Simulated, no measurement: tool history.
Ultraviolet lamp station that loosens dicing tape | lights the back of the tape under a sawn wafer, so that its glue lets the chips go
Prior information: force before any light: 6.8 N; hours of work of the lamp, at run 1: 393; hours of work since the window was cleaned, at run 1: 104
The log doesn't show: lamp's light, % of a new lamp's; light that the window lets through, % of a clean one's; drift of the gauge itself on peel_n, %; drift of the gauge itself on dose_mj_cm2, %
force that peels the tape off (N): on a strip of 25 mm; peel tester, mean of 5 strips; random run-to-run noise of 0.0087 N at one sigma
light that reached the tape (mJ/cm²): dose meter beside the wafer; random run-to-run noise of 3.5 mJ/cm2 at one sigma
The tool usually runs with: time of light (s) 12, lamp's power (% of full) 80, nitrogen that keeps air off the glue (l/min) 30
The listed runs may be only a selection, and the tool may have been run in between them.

run   hour  time of light (s)  lamp's power (% of full)  nitrogen that keeps air off the glue (l/min)  hours of work of the lamp  hours of work since the window was cleaned  force that peels the tape off (N)  light that reached the tape (mJ/cm²)
  1      0                 12                        80                                            30                        393                                         104                              0.476                                   479
  2   44.8                 12                        80                                            30                        415                                         125                              0.487                                   480
  3   67.9                 12                        80                                            30                        426                                         137                              0.494                                   482
  4  112.1                 12                        80                                            18                        448                                         158                              0.705                                   475
  5    140                 12                        80                                            18                        461                                         172                              0.708                                   470
  6  188.5                 12                        80                                            30                        485                                         195                              0.495                                   464
  7  225.8                 12                        80                                            13                        503                                         213                              0.912                                   463
  8  256.5                 12                        80                                            13                        518                                         228                              0.939                                   455
     261.6  -- window cleaned of glue's vapour
  9  295.7                 12                        80                                            13                        536                                          17                              0.988                                   446
 10  321.4                 12                        80                                            21                        549                                          29                              0.695                                   447
 11  347.7                 22                        80                                            30                        562                                          42                              0.235                                   809
 12  376.3                 22                        80                                            30                        575                                          56                              0.228                                   796
 13  414.3                  7                        80                                            30                        594                                          74                              1.424                                   253
 14  439.3                  6                        80                                            30                        606                                          86                              1.915                                   217
 15  486.9                  6                        80                                            30                        629                                         109                              1.835                                   215
 16  513.7                  7                        80                                            25                        642                                         122                              1.602                                   244
     534.7  -- window cleaned of glue's vapour, once more
 17  546.4                 13                        80                                            14                        658                                           6                               0.84                                   478
 18  581.8                  6                        66                                            14                        675                                          23                              2.953                                   180
 19  610.7                  6                        66                                            14                        689                                          37                              2.934                                   181
 20  641.8                  7                        80                                            11                        704                                          52                              2.367                                   251
 21  669.2                 10                        69                                            30                        717                                          65                               1.05                                   311
     693.3  -- lamp changed
 22  707.1                 10                        69                                            30                          7                                          83                              0.654                                   404
 23  748.1                 10                        69                                            30                         27                                         103                              0.672                                   400
 24  782.8                 14                        80                                            23                         43                                         120                              0.344                                   644

Below are 4 alternative next runs, each starting from the tool's condition after run 24. Predict each:
  A  817.5                  8                        96                                            21                         60                                         137                                  ?                                     ?
  B  817.5                  7                        64                                            15                         60                                         137                                  ?                                     ?
  C  817.5                 14                        69                                            13                         60                                         137                                  ?                                     ?
  D  817.5                 23                        62                                            29                         60                                         137                                  ?                                     ?

run  force that peels the tape off (N)  light that reached the tape (mJ/cm²)
  A                               0.74                                   435
  B                              2.011                                   258
  C                              0.679                                   548
  D                              0.245                                   809
Had the tool no hidden state, the same runs would have come out as:
run  force that peels the tape off (N)  light that reached the tape (mJ/cm²)
  A                              0.692                                   452
  B                              1.925                                   268
  C                              0.635                                   569
  D                              0.238                                   839
